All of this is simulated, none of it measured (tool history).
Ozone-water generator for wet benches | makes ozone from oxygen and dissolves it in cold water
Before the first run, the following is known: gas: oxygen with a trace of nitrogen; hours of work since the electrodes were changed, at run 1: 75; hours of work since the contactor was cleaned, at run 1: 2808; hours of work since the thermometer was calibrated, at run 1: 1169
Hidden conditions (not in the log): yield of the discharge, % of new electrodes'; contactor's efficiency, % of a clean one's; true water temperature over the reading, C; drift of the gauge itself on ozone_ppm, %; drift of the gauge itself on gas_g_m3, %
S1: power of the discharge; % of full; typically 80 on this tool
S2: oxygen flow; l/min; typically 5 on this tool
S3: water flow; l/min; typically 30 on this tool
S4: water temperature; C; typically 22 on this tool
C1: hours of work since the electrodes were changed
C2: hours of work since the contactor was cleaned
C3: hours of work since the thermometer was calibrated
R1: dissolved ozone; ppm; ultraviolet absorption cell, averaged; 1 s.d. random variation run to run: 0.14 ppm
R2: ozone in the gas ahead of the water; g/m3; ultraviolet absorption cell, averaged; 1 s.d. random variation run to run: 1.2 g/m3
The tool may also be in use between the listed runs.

run 1 day=0 | S1=80 S2=5 S3=30 S4=22 | C1=75 C2=2808 C3=1169 | R1=16.9 R2=212.6
run 2 day=1.396 | S1=80 S2=5 S3=30 S4=22 | C1=98 C2=2830 C3=1191 | R1=16.9 R2=214.6
run 3 day=2.554 | S1=80 S2=5 S3=30 S4=22 | C1=116 C2=2849 C3=1209 | R1=17 R2=212.9
run 4 day=3.217 | S1=80 S2=5 S3=30 S4=22 | C1=126 C2=2859 C3=1219 | R1=16.7 R2=213.8
run 5 day=4.017 | S1=80 S2=5 S3=30 S4=22 | C1=139 C2=2872 C3=1232 | R1=17.3 R2=215.5
run 6 day=4.854 | S1=80 S2=5 S3=30 S4=22 | C1=152 C2=2885 C3=1245 | R1=16.9 R2=215.7
run 7 day=5.896 | S1=80 S2=5 S3=30 S4=22 | C1=169 C2=2901 C3=1262 | R1=17.2 R2=213.7
run 8 day=7.196 | S1=80 S2=5 S3=30 S4=22 | C1=189 C2=2922 C3=1282 | R1=17 R2=212.6
run 9 day=8.246 | S1=80 S2=5 S3=30 S4=22 | C1=206 C2=2939 C3=1299 | R1=17 R2=213.9
run 10 day=9.358 | S1=80 S2=5 S3=30 S4=22 | C1=224 C2=2956 C3=1317 | R1=17 R2=215
run 11 day=10.608 | S1=56 S2=5 S3=22 S4=20 | C1=243 C2=2976 C3=1336 | R1=17.4 R2=170.7
run 12 day=12.012 | S1=56 S2=5 S3=22 S4=20 | C1=266 C2=2998 C3=1359 | R1=17.5 R2=169.3
run 13 day=12.925 | S1=95 S2=5 S3=31 S4=20 | C1=280 C2=3013 C3=1373 | R1=19 R2=237.8
run 14 day=13.912 | S1=76 S2=5.03 S3=20 S4=17 | C1=296 C2=3028 C3=1389 | R1=23.3 R2=205
run 15 day=14.933 | S1=51 S2=8.91 S3=30 S4=22 | C1=312 C2=3044 C3=1405 | R1=13.6 R2=125.5
run 16 day=16.408 | S1=51 S2=8.91 S3=30 S4=22 | C1=335 C2=3068 C3=1428 | R1=13.4 R2=124.7
run 17 day=17.45 | S1=53 S2=8.91 S3=27 S4=22 | C1=352 C2=3084 C3=1445 | R1=15 R2=126
run 18 day=18.875 | S1=93 S2=5 S3=30 S4=22 | C1=374 C2=3107 C3=1467 | R1=18.7 R2=234.3
run 19 day=20.417 | S1=66 S2=5.1 S3=30 S4=16 | C1=398 C2=3131 C3=1492 | R1=16.3 R2=186.7
run 20 day=21.354 | S1=69 S2=5.1 S3=41 S4=16 | C1=413 C2=3146 C3=1506 | R1=12.6 R2=192.8

Alternative continuations, all from the tool just after run 20; predict every row:
run A day=22.512 | S1=42 S2=5 S3=30 S4=27 | C1=432 C2=3164 C3=1525 | R1=? R2=?
run B day=22.512 | S1=61 S2=5 S3=26 S4=22 | C1=432 C2=3164 C3=1525 | R1=? R2=?
run C day=22.512 | S1=69 S2=3.74 S3=41 S4=16 | C1=432 C2=3164 C3=1525 | R1=? R2=?

run=A R1=10.6 R2=141.2
run=B R1=15.9 R2=179.4
run=C R1=11.6 R2=220.2
What these runs would have given with no unlogged condition in the tool:
run=A R1=10.9 R2=142
run=B R1=16.4 R2=180.8
run=C R1=12 R2=222.2

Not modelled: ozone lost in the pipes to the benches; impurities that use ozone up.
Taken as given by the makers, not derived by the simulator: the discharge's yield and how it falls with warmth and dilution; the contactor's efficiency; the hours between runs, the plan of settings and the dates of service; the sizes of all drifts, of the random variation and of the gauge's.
